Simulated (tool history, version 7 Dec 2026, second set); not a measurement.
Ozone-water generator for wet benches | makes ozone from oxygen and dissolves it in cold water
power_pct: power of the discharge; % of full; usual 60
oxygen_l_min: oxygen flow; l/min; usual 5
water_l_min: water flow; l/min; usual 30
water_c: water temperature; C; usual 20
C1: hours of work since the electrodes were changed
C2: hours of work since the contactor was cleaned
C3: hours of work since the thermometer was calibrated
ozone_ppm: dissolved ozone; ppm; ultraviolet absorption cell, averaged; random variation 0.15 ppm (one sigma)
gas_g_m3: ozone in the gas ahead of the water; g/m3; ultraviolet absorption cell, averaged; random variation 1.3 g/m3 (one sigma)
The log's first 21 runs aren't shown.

run 22 hour=3071.1 | power_pct=91 oxygen_l_min=7.34 water_l_min=30 water_c=20 | C1=5812 C2=1301 C3=2039 | ozone_ppm=23 gas_g_m3=235.9
run 23 hour=3261.5 | power_pct=60 oxygen_l_min=7.96 water_l_min=30 water_c=22 | C1=5930 C2=1419 C3=2157 | ozone_ppm=17.4 gas_g_m3=176.2
run 24 hour=3438.8 | power_pct=88 oxygen_l_min=3.98 water_l_min=39 water_c=20 | C1=6040 C2=1529 C3=2267 | ozone_ppm=14.8 gas_g_m3=286.3
run 25 hour=3548.1 | power_pct=88 oxygen_l_min=2.52 water_l_min=39 water_c=24 | C1=6108 C2=1597 C3=2335 | ozone_ppm=11.9 gas_g_m3=340.2
run 26 hour=3638.6 | power_pct=88 oxygen_l_min=2.53 water_l_min=39 water_c=24 | C1=6164 C2=1653 C3=2391 | ozone_ppm=12 gas_g_m3=338.3
run 27 hour=3790.8 | power_pct=60 oxygen_l_min=5 water_l_min=24 water_c=25 | C1=6258 C2=1748 C3=2485 | ozone_ppm=17.6 gas_g_m3=206.9
run 28 hour=3918.5 | power_pct=60 oxygen_l_min=5 water_l_min=24 water_c=25 | C1=6337 C2=1827 C3=2564 | ozone_ppm=17.3 gas_g_m3=205.2
run 29 hour=4110 | power_pct=60 oxygen_l_min=5 water_l_min=30 water_c=15 | C1=6456 C2=1946 C3=2683 | ozone_ppm=16.3 gas_g_m3=203
run 30 hour=4310.1 | power_pct=44 oxygen_l_min=5 water_l_min=30 water_c=20 | C1=6580 C2=2070 C3=2807 | ozone_ppm=12.7 gas_g_m3=168
run 31 hour=4430 | power_pct=60 oxygen_l_min=2.99 water_l_min=30 water_c=23 | C1=6655 C2=2144 C3=2882 | ozone_ppm=12.8 gas_g_m3=248.2
run 32 hour=4575.9 | power_pct=100 oxygen_l_min=2.99 water_l_min=30 water_c=23 | C1=6745 C2=2235 C3=2972 | ozone_ppm=17.5 gas_g_m3=343.3

Forecast run 33:
run 33 hour=4691.1 | power_pct=41 oxygen_l_min=3.24 water_l_min=41 water_c=12 | C1=6817 C2=2306 C3=3044 | ozone_ppm=? gas_g_m3=?

Run 33 gave ozone_ppm 8.1 ppm, gas_g_m3 187.3 g/m3.
Without the tool's hidden state the same run would have given ozone_ppm 9.3 ppm, gas_g_m3 205.8 g/m3.

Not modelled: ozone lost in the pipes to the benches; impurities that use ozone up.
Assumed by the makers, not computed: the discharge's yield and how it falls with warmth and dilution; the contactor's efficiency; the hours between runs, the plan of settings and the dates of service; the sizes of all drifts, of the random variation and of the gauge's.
